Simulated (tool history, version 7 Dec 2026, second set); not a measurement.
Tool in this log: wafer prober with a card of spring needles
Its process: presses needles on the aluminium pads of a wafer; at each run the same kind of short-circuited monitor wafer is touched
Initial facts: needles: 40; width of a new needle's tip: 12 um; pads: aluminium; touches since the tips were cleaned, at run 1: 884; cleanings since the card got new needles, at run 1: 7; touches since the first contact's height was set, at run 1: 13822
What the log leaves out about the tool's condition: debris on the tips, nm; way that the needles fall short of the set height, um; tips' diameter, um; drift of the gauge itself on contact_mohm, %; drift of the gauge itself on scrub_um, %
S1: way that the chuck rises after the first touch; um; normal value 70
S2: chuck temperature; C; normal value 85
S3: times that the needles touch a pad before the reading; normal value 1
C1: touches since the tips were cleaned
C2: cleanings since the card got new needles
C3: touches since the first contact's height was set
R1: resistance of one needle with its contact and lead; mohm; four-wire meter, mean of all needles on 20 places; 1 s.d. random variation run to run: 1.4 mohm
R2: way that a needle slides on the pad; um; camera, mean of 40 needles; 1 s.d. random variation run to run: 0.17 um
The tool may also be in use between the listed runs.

run   hour  S1   S2  S3    C1  C2     C3   R1     R2
  1    0.0  70   85   1   884   7  13822  147  17.24
       3.8  -- tips cleaned on abrasive film
  2    4.8  70   85   1   219   8  14881  126  17.13
      11.2  -- tips cleaned on abrasive film
  3   12.7  70   85   1   351   9  16677  128  17.19
      18.6  -- tips cleaned on abrasive film
  4   18.6  53   85   1     0  10  17984  123  12.79
      26.0  -- tips cleaned on abrasive film
  5   26.9  88   85   1   215  11  19862  120  21.97
  6   32.0  71   85   1  1359  11  21006  153  17.43
      33.5  -- tips cleaned on abrasive film
  7   36.4  71   85   1   654  12  21995  140  17.60
      40.9  -- tips cleaned on abrasive film
  8   44.1  71   85   1   719  13  23720  140  17.35
      48.3  -- tips cleaned on abrasive film
  9   49.3  71   85   1   241  14  24886  123  17.43
      55.8  -- tips cleaned on abrasive film
 10   56.3  71   85   1   114  15  26447  123  17.52
 11   62.9  71   85   1  1622  15  27955  159  17.12
      63.8  -- tips cleaned on abrasive film
 12   68.9  70   85   1  1174  16  29297  154  17.12
      71.3  -- tips cleaned on abrasive film
 13   74.0  71   85   2   613  17  30427  130  17.05
      78.8  -- tips cleaned on abrasive film
 14   79.1  70   45   1    75  18  31565  120  16.85
 15   84.2  81   45   1  1244  18  32734  144  19.67
      86.8  -- tips cleaned on abrasive film
 16   92.5  81   45   1  1298  19  34593  142  19.56
      94.5  -- tips cleaned on abrasive film
 17  100.3  67   93   1  1314  20  36345  161  16.20
     102.2  -- tips cleaned on abrasive film
 18  104.4  67   93   1   514  21  37262  139  16.05
     109.4  -- tips cleaned on abrasive film
 19  110.7  88  113   2   303  22  38678  125  21.47
     117.1  -- tips cleaned on abrasive film
 20  117.2  60  113   2    43  23  40134  126  14.36
 21  122.9  60  113   2  1339  23  41430  155  14.14
     125.1  -- tips cleaned on abrasive film
 22  127.5  70   26   3   547  24  42445  116  17.06
     132.7  -- tips cleaned on abrasive film
 23  134.5  70   26   3   415  25  44015  116  16.73
 24  138.4  77   36   2  1309  25  44909  134  18.41

Describe how what the log doesn't record of the tool's condition differs between the last listed run preceding each entry between runs and the first listed run following it.
From run 1 to run 2: tips cleaned on abrasive film (hour 3.8)
  debris on the tips, nm: 55.3 -> 18.9; way that the needles fall short of the set height, um: 0.54 -> 0.61; tips' diameter, um: 12.19 -> 12.21
  what was measured, less what the result would be without the hidden state, R1: +31 -> +11 mohm; R2: -0.13 -> -0.16 um
From run 2 to run 3: tips cleaned on abrasive film (hour 11.2)
  debris on the tips, nm: 18.9 -> 27.3; way that the needles fall short of the set height, um: 0.61 -> 0.69; tips' diameter, um: 12.21 -> 12.24
  what was measured, less what the result would be without the hidden state, R1: +11 -> +15 mohm; R2: -0.16 -> -0.17 um
From run 3 to run 4: tips cleaned on abrasive film (hour 18.6)
  debris on the tips, nm: 27.3 -> 5.7; way that the needles fall short of the set height, um: 0.69 -> 0.75; tips' diameter, um: 12.24 -> 12.26
  what was measured, less what the result would be without the hidden state, R1: +15 -> +6 mohm; R2: -0.17 -> -0.18 um
From run 4 to run 5: tips cleaned on abrasive film (hour 26.0)
  debris on the tips, nm: 5.7 -> 19; way that the needles fall short of the set height, um: 0.75 -> 0.81; tips' diameter, um: 12.26 -> 12.28
  what was measured, less what the result would be without the hidden state, R1: +6 -> +8 mohm; R2: -0.18 -> -0.20 um
From run 6 to run 7: tips cleaned on abrasive film (hour 33.5)
  debris on the tips, nm: 74.1 -> 43.3; way that the needles fall short of the set height, um: 0.81 -> 0.9; tips' diameter, um: 12.28 -> 12.31
  what was measured, less what the result would be without the hidden state, R1: +40 -> +24 mohm; R2: -0.20 -> -0.22 um
From run 7 to run 8: tips cleaned on abrasive film (hour 40.9)
  debris on the tips, nm: 43.3 -> 47.4; way that the needles fall short of the set height, um: 0.9 -> 0.96; tips' diameter, um: 12.31 -> 12.34
  what was measured, less what the result would be without the hidden state, R1: +24 -> +26 mohm; R2: -0.22 -> -0.24 um
From run 8 to run 9: tips cleaned on abrasive film (hour 48.3)
  debris on the tips, nm: 47.4 -> 18.6; way that the needles fall short of the set height, um: 0.96 -> 1.04; tips' diameter, um: 12.34 -> 12.36
  what was measured, less what the result would be without the hidden state, R1: +26 -> +10 mohm; R2: -0.24 -> -0.26 um
From run 9 to run 10: tips cleaned on abrasive film (hour 55.8)
  debris on the tips, nm: 18.6 -> 14; way that the needles fall short of the set height, um: 1.04 -> 1.13; tips' diameter, um: 12.36 -> 12.4
  what was measured, less what the result would be without the hidden state, R1: +10 -> +9 mohm; R2: -0.26 -> -0.28 um
From run 11 to run 12: tips cleaned on abrasive film (hour 63.8)
  debris on the tips, nm: 85.4 -> 65.5; way that the needles fall short of the set height, um: 1.13 -> 1.21; tips' diameter, um: 12.4 -> 12.42
  what was measured, less what the result would be without the hidden state, R1: +47 -> +38 mohm; R2: -0.28 -> -0.30 um
From run 12 to run 13: tips cleaned on abrasive film (hour 71.3)
  debris on the tips, nm: 65.5 -> 37; way that the needles fall short of the set height, um: 1.21 -> 1.27; tips' diameter, um: 12.42 -> 12.44
  what was measured, less what the result would be without the hidden state, R1: +38 -> +13 mohm; R2: -0.30 -> -0.31 um
From run 13 to run 14: tips cleaned on abrasive film (hour 78.8)
  debris on the tips, nm: 37 -> 13.9; way that the needles fall short of the set height, um: 1.27 -> 1.33; tips' diameter, um: 12.44 -> 12.47
  what was measured, less what the result would be without the hidden state, R1: +13 -> +9 mohm; R2: -0.31 -> -0.32 um
From run 15 to run 16: tips cleaned on abrasive film (hour 86.8)
  debris on the tips, nm: 71 -> 74; way that the needles fall short of the set height, um: 1.33 -> 1.4; tips' diameter, um: 12.47 -> 12.49
  what was measured, less what the result would be without the hidden state, R1: +35 -> +36 mohm; R2: -0.33 -> -0.34 um
From run 16 to run 17: tips cleaned on abrasive film (hour 94.5)
  debris on the tips, nm: 74 -> 69.6; way that the needles fall short of the set height, um: 1.4 -> 1.49; tips' diameter, um: 12.49 -> 12.52
  what was measured, less what the result would be without the hidden state, R1: +36 -> +44 mohm; R2: -0.34 -> -0.37 um
From run 17 to run 18: tips cleaned on abrasive film (hour 102.2)
  debris on the tips, nm: 69.6 -> 33.3; way that the needles fall short of the set height, um: 1.49 -> 1.55; tips' diameter, um: 12.52 -> 12.54
  what was measured, less what the result would be without the hidden state, R1: +44 -> +21 mohm; R2: -0.37 -> -0.38 um
From run 18 to run 19: tips cleaned on abrasive film (hour 109.4)
  debris on the tips, nm: 33.3 -> 24.2; way that the needles fall short of the set height, um: 1.55 -> 1.64; tips' diameter, um: 12.54 -> 12.57
  what was measured, less what the result would be without the hidden state, R1: +21 -> +5 mohm; R2: -0.38 -> -0.40 um
From run 19 to run 20: tips cleaned on abrasive film (hour 117.1)
  debris on the tips, nm: 24.2 -> 11.4; way that the needles fall short of the set height, um: 1.64 -> 1.7; tips' diameter, um: 12.57 -> 12.6
  what was measured, less what the result would be without the hidden state, R1: +5 -> +6 mohm; R2: -0.40 -> -0.42 um
From run 21 to run 22: tips cleaned on abrasive film (hour 125.1)
  debris on the tips, nm: 76.8 -> 39.1; way that the needles fall short of the set height, um: 1.7 -> 1.77; tips' diameter, um: 12.6 -> 12.62
  what was measured, less what the result would be without the hidden state, R1: +34 -> +9 mohm; R2: -0.42 -> -0.44 um
From run 22 to run 23: tips cleaned on abrasive film (hour 132.7)
  debris on the tips, nm: 39.1 -> 33.6; way that the needles fall short of the set height, um: 1.77 -> 1.82; tips' diameter, um: 12.62 -> 12.64
  what was measured, less what the result would be without the hidden state, R1: +9 -> +9 mohm; R2: -0.44 -> -0.45 um

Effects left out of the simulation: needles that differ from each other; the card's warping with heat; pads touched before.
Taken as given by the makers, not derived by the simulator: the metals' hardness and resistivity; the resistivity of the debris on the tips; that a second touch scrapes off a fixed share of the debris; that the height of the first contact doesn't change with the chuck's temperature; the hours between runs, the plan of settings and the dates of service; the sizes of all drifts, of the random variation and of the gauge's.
